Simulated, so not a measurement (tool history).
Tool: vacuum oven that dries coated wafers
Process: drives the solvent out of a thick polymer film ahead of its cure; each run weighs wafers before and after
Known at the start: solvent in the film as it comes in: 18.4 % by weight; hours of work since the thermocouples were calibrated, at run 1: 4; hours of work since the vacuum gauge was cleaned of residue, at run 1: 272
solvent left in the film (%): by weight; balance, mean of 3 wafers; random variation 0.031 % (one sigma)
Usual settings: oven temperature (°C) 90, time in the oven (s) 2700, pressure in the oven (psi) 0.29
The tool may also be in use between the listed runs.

| run | day | oven temperature (°C) | time in the oven (s) | pressure in the oven (psi) | hours of work since the thermocouples were calibrated | hours of work since the vacuum gauge was cleaned of residue | solvent left in the film (%) |
|---|---|---|---|---|---|---|---|
| 1 | 0 | 90 | 2700 | 0.29 | 4 | 272 | 2.29 |
| 2 | 1.188 | 90 | 2700 | 0.29 | 17 | 285 | 2.33 |
| 3 | 2.346 | 98 | 2700 | 0.29 | 29 | 297 | 1.3 |
| 4 | 3.471 | 98 | 2700 | 0.29 | 41 | 308 | 1.28 |
| 5 | 4.408 | 90 | 2700 | 0.263 | 50 | 318 | 2.17 |
| 6 | 5.512 | 90 | 2700 | 0.263 | 62 | 330 | 2.19 |
| 7 | 6.65 | 90 | 2700 | 0.29 | 74 | 341 | 2.41 |
| 8 | 7.929 | 90 | 2700 | 0.29 | 87 | 355 | 2.35 |
| 9 | 8.971 | 90 | 2700 | 0.29 | 98 | 366 | 2.3 |
| 10 | 9.854 | 90 | 2700 | 0.29 | 107 | 375 | 2.36 |
| 11 | 10.571 | 90 | 2700 | 0.29 | 114 | 382 | 2.31 |
| 12 | 11.171 | 90 | 2700 | 0.29 | 121 | 388 | 2.33 |
| 13 | 12.179 | 90 | 2700 | 0.29 | 131 | 399 | 2.29 |
| 14 | 13.312 | 90 | 2700 | 0.29 | 143 | 411 | 2.32 |
| 15 | 14.112 | 90 | 2700 | 0.29 | 151 | 419 | 2.34 |
| 16 | 15.021 | 90 | 2700 | 0.29 | 161 | 429 | 2.31 |
| 17 | 16.054 | 90 | 2700 | 0.29 | 171 | 439 | 2.3 |
| 18 | 16.883 | 90 | 2700 | 0.29 | 180 | 448 | 2.33 |
| 19 | 17.971 | 92 | 2700 | 0.29 | 191 | 459 | 2.01 |
|  | 18.138 | oven's thermocouples calibrated |
| 20 | 18.888 | 92 | 2700 | 0.29 | 8 | 468 | 1.99 |
| 21 | 20.1 | 75 | 2700 | 0.29 | 20 | 480 | 6.51 |
| 22 | 21.146 | 75 | 2700 | 0.29 | 31 | 491 | 6.5 |
| 23 | 21.717 | 90 | 2700 | 0.29 | 37 | 497 | 2.24 |
| 24 | 22.992 | 90 | 4140 | 0.213 | 51 | 511 | 1.34 |
|  | 23.675 | oven's thermocouples calibrated, once more |
| 25 | 24.188 | 90 | 3000 | 0.213 | 5 | 522 | 1.83 |
| 26 | 25 | 90 | 2820 | 0.442 | 14 | 531 | 3.11 |
| 27 | 25.988 | 75 | 2820 | 0.442 | 24 | 541 | 7.9 |
| 28 | 27.104 | 75 | 2820 | 0.442 | 36 | 552 | 7.87 |
| 29 | 27.733 | 75 | 2820 | 0.442 | 42 | 559 | 7.81 |
| 30 | 28.717 | 75 | 2820 | 0.442 | 52 | 569 | 7.84 |
| 31 | 29.879 | 75 | 1560 | 0.258 | 65 | 581 | 9.22 |
| 32 | 30.854 | 102 | 1500 | 0.783 | 75 | 592 | 3.28 |
| 33 | 31.429 | 94 | 2760 | 0.29 | 81 | 598 | 1.77 |
| 34 | 32.612 | 94 | 2760 | 0.29 | 93 | 610 | 1.78 |
| 35 | 33.858 | 83 | 3540 | 0.27 | 106 | 623 | 3.12 |
| 36 | 34.788 | 90 | 2700 | 0.883 | 116 | 632 | 5.26 |
| 37 | 35.733 | 86 | 4320 | 0.258 | 125 | 642 | 2.07 |
| 38 | 36.367 | 86 | 4320 | 0.258 | 132 | 649 | 2.09 |
| 39 | 37.646 | 86 | 4320 | 0.258 | 145 | 662 | 2.12 |
| 40 | 38.421 | 86 | 4320 | 0.258 | 153 | 670 | 2.06 |
| 41 | 39.538 | 86 | 4320 | 0.258 | 165 | 682 | 2.08 |
| 42 | 40.75 | 86 | 4320 | 0.258 | 178 | 694 | 2.1 |
| 43 | 41.379 | 100 | 1920 | 0.29 | 184 | 701 | 1.58 |
| 44 | 42.296 | 104 | 2700 | 0.492 | 194 | 711 | 1.61 |
| 45 | 43.229 | 104 | 2700 | 0.492 | 203 | 720 | 1.59 |

5 ways to go on from here, each from the tool as it stands after run 45. What would each give?
| A | 43.8 | 95 | 2700 | 0.168 | 209 | 726 | ? |
| B | 43.8 | 85 | 1740 | 0.896 | 209 | 726 | ? |
| C | 43.8 | 93 | 4800 | 0.29 | 209 | 726 | ? |
| D | 43.8 | 89 | 4680 | 0.492 | 209 | 726 | ? |
| E | 43.8 | 90 | 2040 | 0.29 | 209 | 726 | ? |

| run | solvent left in the film (%) |
|---|---|
| A | 1.18 |
| B | 8.29 |
| C | 1.55 |
| D | 2.82 |
| E | 3.23 |
Without the tool's hidden state the same runs would have given:
| run | solvent left in the film (%) |
|---|---|
| A | 1.09 |
| B | 8.35 |
| C | 1.43 |
| D | 2.72 |
| E | 3.22 |
